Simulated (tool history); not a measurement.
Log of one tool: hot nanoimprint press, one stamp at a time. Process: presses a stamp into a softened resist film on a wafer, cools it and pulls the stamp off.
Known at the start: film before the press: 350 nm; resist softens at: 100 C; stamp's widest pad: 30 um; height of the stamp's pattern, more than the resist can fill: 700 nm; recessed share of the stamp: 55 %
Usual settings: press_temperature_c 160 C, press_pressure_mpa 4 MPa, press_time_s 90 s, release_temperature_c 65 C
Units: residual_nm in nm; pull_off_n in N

run,hour,press_temperature_c,press_pressure_mpa,press_time_s,release_temperature_c,residual_nm,pull_off_n
1,0,160,4,90,65,201.6,225
2,15,160,4,90,65,201.3,226
3,24.7,160,4,90,65,201.3,222
4,31.7,160,4,90,65,201.3,223
5,45.9,160,4,90,65,201.3,226
6,53.1,160,4,90,67,201.5,222
7,61.6,160,4,90,65,200.9,224
8,69.8,151,4,90,65,260,225
9,84.6,151,4,90,65,259.7,225
10,96.6,160,4,90,65,201.2,226
11,107.3,160,4,90,65,201.3,224
12,119.4,160,4,90,65,201.3,226
# hour 138.8: stamp cleaned and given a new release coat
13,138.8,160,4,90,65,201.5,223
14,148.1,160,4,90,60,201.3,237
15,160.6,160,4,90,60,201,236
16,171.6,160,4.37,90,65,193.7,224
17,178.6,160,4,50,65,238,226
18,192.7,160,4,50,65,237.9,227
19,204,160,4,50,65,237.8,225
20,211.5,151,4,71,65,272.7,224
21,225.3,160,4,162,56,165,244
22,239.5,160,4,90,70,201.2,214
23,250.5,160,4,90,70,201.5,213
24,262.8,169,3.17,48,65,207.8,225
25,272.6,163,5.35,163,56,128.3,247
26,282.5,159,5.93,163,59,141.5,237
27,297.7,159,5.93,163,59,141.5,239
28,304.2,159,5.93,101,52,168.5,256
29,313.6,159,5.93,101,52,168.8,257
30,327.5,160,4,106,57,191.1,245

4 ways to go on from here, each from the tool as it stands after run 30. What would each give?
# hour 348.7: stamp cleaned and given a new release coat
A,348.8,160,3.43,111,65,?,?
# hour 348.7: stamp cleaned and given a new release coat
B,348.8,155,4,106,52,?,?
# hour 348.7: stamp cleaned and given a new release coat
C,348.8,164,4,90,64,?,?
# hour 348.7: stamp cleaned and given a new release coat
D,348.8,160,4,150,65,?,?

run,residual_nm,pull_off_n
A,200.6,225
B,223.1,254
C,177.2,227
D,169.6,225
Without the tool's hidden state the same runs would have given:
run,residual_nm,pull_off_n
A,200.7,225
B,223.2,254
C,177.3,227
D,169.7,225
